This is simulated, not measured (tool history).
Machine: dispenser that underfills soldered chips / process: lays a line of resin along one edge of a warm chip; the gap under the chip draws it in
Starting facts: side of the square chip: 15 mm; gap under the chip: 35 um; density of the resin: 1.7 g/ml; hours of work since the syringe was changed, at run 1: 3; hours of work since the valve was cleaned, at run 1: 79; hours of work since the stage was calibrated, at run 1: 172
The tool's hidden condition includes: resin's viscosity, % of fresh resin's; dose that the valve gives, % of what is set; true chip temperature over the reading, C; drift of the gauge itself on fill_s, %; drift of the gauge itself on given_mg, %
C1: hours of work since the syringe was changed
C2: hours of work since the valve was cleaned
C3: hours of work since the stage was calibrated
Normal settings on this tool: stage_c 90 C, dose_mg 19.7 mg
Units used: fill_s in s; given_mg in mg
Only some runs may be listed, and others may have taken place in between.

run 1 hour=0 | stage_c=90 dose_mg=19.7 | C1=3 C2=79 C3=172 | fill_s=370 given_mg=18.55
run 2 hour=4.7 | stage_c=90 dose_mg=19.7 | C1=6 C2=82 C3=175 | fill_s=423.5 given_mg=18.52
-- hour=7.2 new syringe of resin
run 3 hour=9.8 | stage_c=90 dose_mg=19.7 | C1=2 C2=86 C3=179 | fill_s=352.9 given_mg=18.49
run 4 hour=15.2 | stage_c=90 dose_mg=19.7 | C1=6 C2=90 C3=183 | fill_s=418.8 given_mg=18.47
-- hour=18.2 new syringe of resin
run 5 hour=20.2 | stage_c=90 dose_mg=19.7 | C1=1 C2=93 C3=186 | fill_s=350.3 given_mg=18.36
run 6 hour=23.3 | stage_c=90 dose_mg=19.7 | C1=4 C2=95 C3=188 | fill_s=384.5 given_mg=18.31
run 7 hour=26.8 | stage_c=90 dose_mg=19.7 | C1=6 C2=98 C3=191 | fill_s=433.9 given_mg=18.53
-- hour=29.3 new syringe of resin
run 8 hour=29.7 | stage_c=90 dose_mg=19.7 | C1=0 C2=100 C3=193 | fill_s=337.9 given_mg=18.22
run 9 hour=32.2 | stage_c=90 dose_mg=19.7 | C1=2 C2=102 C3=195 | fill_s=365 given_mg=18.32
run 10 hour=37 | stage_c=90 dose_mg=19.7 | C1=6 C2=105 C3=198 | fill_s=422.6 given_mg=18.17
-- hour=40.5 new syringe of resin
run 11 hour=42.1 | stage_c=90 dose_mg=19.7 | C1=1 C2=109 C3=202 | fill_s=342.9 given_mg=18.19
run 12 hour=47.6 | stage_c=90 dose_mg=19.7 | C1=5 C2=113 C3=206 | fill_s=412.1 given_mg=18.06
-- hour=51.6 new syringe of resin
run 13 hour=53.4 | stage_c=90 dose_mg=25 | C1=1 C2=117 C3=210 | fill_s=338.2 given_mg=22.87
run 14 hour=58.9 | stage_c=90 dose_mg=25 | C1=5 C2=121 C3=214 | fill_s=406.6 given_mg=22.87
-- hour=62.4 new syringe of resin
-- hour=65.5 dispensing valve cleaned and set on the balance
run 15 hour=65.5 | stage_c=90 dose_mg=25 | C1=2 C2=0 C3=218 | fill_s=344.2 given_mg=24.95
run 16 hour=71.1 | stage_c=90 dose_mg=22.9 | C1=6 C2=4 C3=222 | fill_s=413.3 given_mg=22.87
-- hour=74.3 new syringe of resin
run 17 hour=74.8 | stage_c=90 dose_mg=22.9 | C1=0 C2=7 C3=225 | fill_s=322.4 given_mg=22.78
run 18 hour=78.7 | stage_c=90 dose_mg=25.1 | C1=3 C2=10 C3=227 | fill_s=356.8 given_mg=24.81
run 19 hour=84.2 | stage_c=98 dose_mg=21.9 | C1=7 C2=14 C3=231 | fill_s=342.4 given_mg=21.75
-- hour=85.4 new syringe of resin
run 20 hour=89.2 | stage_c=96 dose_mg=21.1 | C1=3 C2=17 C3=235 | fill_s=292.4 given_mg=20.81
run 21 hour=93.4 | stage_c=88 dose_mg=17.4 | C1=6 C2=20 C3=238 | fill_s=465.7 given_mg=17.11
-- hour=96.2 new syringe of resin
run 22 hour=99.4 | stage_c=83 dose_mg=24.9 | C1=2 C2=24 C3=242 | fill_s=452.5 given_mg=24.51
run 23 hour=103 | stage_c=82 dose_mg=25.4 | C1=5 C2=27 C3=245 | fill_s=516.2 given_mg=24.87
run 24 hour=106.5 | stage_c=85 dose_mg=18.7 | C1=8 C2=30 C3=247 | fill_s=543.1 given_mg=18.3
-- hour=107.3 new syringe of resin
run 25 hour=110.5 | stage_c=85 dose_mg=18.7 | C1=2 C2=32 C3=250 | fill_s=434.5 given_mg=18.27
run 26 hour=113.9 | stage_c=85 dose_mg=23.7 | C1=5 C2=35 C3=253 | fill_s=468.9 given_mg=23.16
-- hour=118.2 new syringe of resin
run 27 hour=119 | stage_c=85 dose_mg=23.7 | C1=1 C2=38 C3=256 | fill_s=384.2 given_mg=23.01
run 28 hour=122.7 | stage_c=85 dose_mg=23.7 | C1=3 C2=41 C3=259 | fill_s=436.1 given_mg=23.01
run 29 hour=126.4 | stage_c=84 dose_mg=24.5 | C1=6 C2=44 C3=262 | fill_s=507.8 given_mg=23.85
-- hour=129.4 new syringe of resin
run 30 hour=131.9 | stage_c=84 dose_mg=24.5 | C1=2 C2=48 C3=266 | fill_s=428.8 given_mg=23.55
run 31 hour=137 | stage_c=89 dose_mg=19.8 | C1=6 C2=51 C3=269 | fill_s=431.7 given_mg=19.1
-- hour=140.3 new syringe of resin
run 32 hour=142.6 | stage_c=89 dose_mg=19.8 | C1=2 C2=55 C3=273 | fill_s=359.6 given_mg=19.07
run 33 hour=147.7 | stage_c=89 dose_mg=20.2 | C1=5 C2=59 C3=277 | fill_s=431.3 given_mg=19.4
-- hour=151.4 new syringe of resin
run 34 hour=152.2 | stage_c=87 dose_mg=17.1 | C1=1 C2=62 C3=280 | fill_s=379.5 given_mg=16.4
run 35 hour=155 | stage_c=87 dose_mg=17.1 | C1=3 C2=64 C3=282 | fill_s=424.4 given_mg=16.3
run 36 hour=160.5 | stage_c=87 dose_mg=17.1 | C1=7 C2=68 C3=286 | fill_s=494.5 given_mg=16.26

Forecast each of these 4 alternatives for the next run:
-- hour=162.5 new syringe of resin
run A hour=163.8 | stage_c=89 dose_mg=24.1 | C1=1 C2=71 C3=288 | fill_s=? given_mg=?
-- hour=162.5 new syringe of resin
run B hour=163.8 | stage_c=100 dose_mg=17.9 | C1=1 C2=71 C3=288 | fill_s=? given_mg=?
-- hour=162.5 new syringe of resin
run C hour=163.8 | stage_c=100 dose_mg=20.4 | C1=1 C2=71 C3=288 | fill_s=? given_mg=?
-- hour=162.5 new syringe of resin
run D hour=163.8 | stage_c=78 dose_mg=19.1 | C1=1 C2=71 C3=288 | fill_s=? given_mg=?

run=A fill_s=345.3 given_mg=22.89
run=B fill_s=250.2 given_mg=17.03
run=C fill_s=247.5 given_mg=19.38
run=D fill_s=535.8 given_mg=18.09
The same runs, with their run-to-run variation unchanged, on a tool lacking any hidden condition would have given:
run=A fill_s=314.8 given_mg=24.1
run=B fill_s=225.9 given_mg=17.94
run=C fill_s=224.9 given_mg=20.4
run=D fill_s=483.3 given_mg=19.05

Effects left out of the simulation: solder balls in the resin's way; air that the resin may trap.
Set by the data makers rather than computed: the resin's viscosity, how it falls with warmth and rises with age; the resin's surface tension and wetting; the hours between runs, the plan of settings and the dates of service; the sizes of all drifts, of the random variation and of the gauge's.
